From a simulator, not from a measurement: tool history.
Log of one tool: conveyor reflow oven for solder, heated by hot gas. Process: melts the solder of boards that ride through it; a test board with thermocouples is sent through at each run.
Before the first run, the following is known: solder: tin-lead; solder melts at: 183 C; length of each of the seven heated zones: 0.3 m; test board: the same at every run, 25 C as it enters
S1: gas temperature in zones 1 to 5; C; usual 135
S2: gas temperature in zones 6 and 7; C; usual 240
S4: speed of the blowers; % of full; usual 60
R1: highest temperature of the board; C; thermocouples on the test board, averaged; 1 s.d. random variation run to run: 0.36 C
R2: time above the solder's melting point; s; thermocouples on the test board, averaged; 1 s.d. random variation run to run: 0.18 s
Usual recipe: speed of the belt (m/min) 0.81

run 1 day=0 | S1=135 S2=240 speed_of_the_belt_(m/min)=0.81 S4=60 | R1=220.2 R2=34.2
run 2 day=1.908 | S1=143 S2=240 speed_of_the_belt_(m/min)=0.81 S4=60 | R1=221.6 R2=36.5
run 3 day=2.904 | S1=143 S2=240 speed_of_the_belt_(m/min)=0.81 S4=59 | R1=221 R2=36.1
run 4 day=4.612 | S1=143 S2=240 speed_of_the_belt_(m/min)=0.81 S4=59 | R1=221.7 R2=35.9
run 5 day=5.992 | S1=143 S2=240 speed_of_the_belt_(m/min)=0.81 S4=59 | R1=221 R2=35.6
run 6 day=7.358 | S1=143 S2=240 speed_of_the_belt_(m/min)=0.81 S4=59 | R1=220.9 R2=35.9
run 7 day=9.462 | S1=135 S2=240 speed_of_the_belt_(m/min)=0.81 S4=63 | R1=219.7 R2=33.8
run 8 day=10.55 | S1=135 S2=240 speed_of_the_belt_(m/min)=0.81 S4=60 | R1=219.5 R2=33.2
run 9 day=12.4 | S1=135 S2=240 speed_of_the_belt_(m/min)=0.81 S4=60 | R1=219 R2=33.2
-- day=13.6 flux residue cleaned out of gas plates and filters
run 10 day=13.817 | S1=135 S2=240 speed_of_the_belt_(m/min)=0.81 S4=60 | R1=221.6 R2=34.8
run 11 day=15.621 | S1=135 S2=240 speed_of_the_belt_(m/min)=0.81 S4=60 | R1=221.5 R2=34.6
run 12 day=17.446 | S1=135 S2=240 speed_of_the_belt_(m/min)=0.81 S4=60 | R1=221.2 R2=34.3
-- day=17.712 belt drive overhauled, speed set with a stopwatch
run 13 day=19.717 | S1=135 S2=240 speed_of_the_belt_(m/min)=0.81 S4=60 | R1=221 R2=35.2
run 14 day=21.383 | S1=135 S2=240 speed_of_the_belt_(m/min)=0.81 S4=72 | R1=223.5 R2=36
run 15 day=23.183 | S1=135 S2=240 speed_of_the_belt_(m/min)=0.81 S4=72 | R1=222.8 R2=36
run 16 day=25.275 | S1=135 S2=240 speed_of_the_belt_(m/min)=0.882 S4=78 | R1=220.3 R2=31.8
-- day=27.133 belt drive overhauled, speed set with a stopwatch, once more
run 17 day=27.192 | S1=135 S2=240 speed_of_the_belt_(m/min)=0.882 S4=78 | R1=219.5 R2=30.2
run 18 day=29.242 | S1=137 S2=247 speed_of_the_belt_(m/min)=0.924 S4=53 | R1=217.9 R2=27.9
-- day=29.55 flux residue cleaned out of gas plates and filters
run 19 day=30.7 | S1=135 S2=247 speed_of_the_belt_(m/min)=0.81 S4=60 | R1=227.4 R2=36.3
run 20 day=31.617 | S1=135 S2=247 speed_of_the_belt_(m/min)=0.81 S4=60 | R1=226.7 R2=36.6
run 21 day=33.462 | S1=135 S2=229 speed_of_the_belt_(m/min)=0.81 S4=51 | R1=209 R2=27.9
run 22 day=34.667 | S1=149 S2=240 speed_of_the_belt_(m/min)=0.81 S4=56 | R1=222.6 R2=38.2
run 23 day=36.183 | S1=149 S2=240 speed_of_the_belt_(m/min)=0.81 S4=56 | R1=222.7 R2=37.7
run 24 day=37.829 | S1=137 S2=240 speed_of_the_belt_(m/min)=0.662 S4=70 | R1=229.5 R2=46.5
run 25 day=39.254 | S1=135 S2=238 speed_of_the_belt_(m/min)=0.81 S4=60 | R1=218.5 R2=32.9
run 26 day=40.65 | S1=137 S2=238 speed_of_the_belt_(m/min)=0.81 S4=60 | R1=218.7 R2=33.6

Expected results for the next run?
run 27 day=41.612 | S1=135 S2=240 speed_of_the_belt_(m/min)=0.833 S4=70 | R1=? R2=?

R1: 221.4 C
R2: 33 s
On a tool with no hidden condition, and with the same random variation, this run would have come out at R1 221.4 C, R2 33.1 s.

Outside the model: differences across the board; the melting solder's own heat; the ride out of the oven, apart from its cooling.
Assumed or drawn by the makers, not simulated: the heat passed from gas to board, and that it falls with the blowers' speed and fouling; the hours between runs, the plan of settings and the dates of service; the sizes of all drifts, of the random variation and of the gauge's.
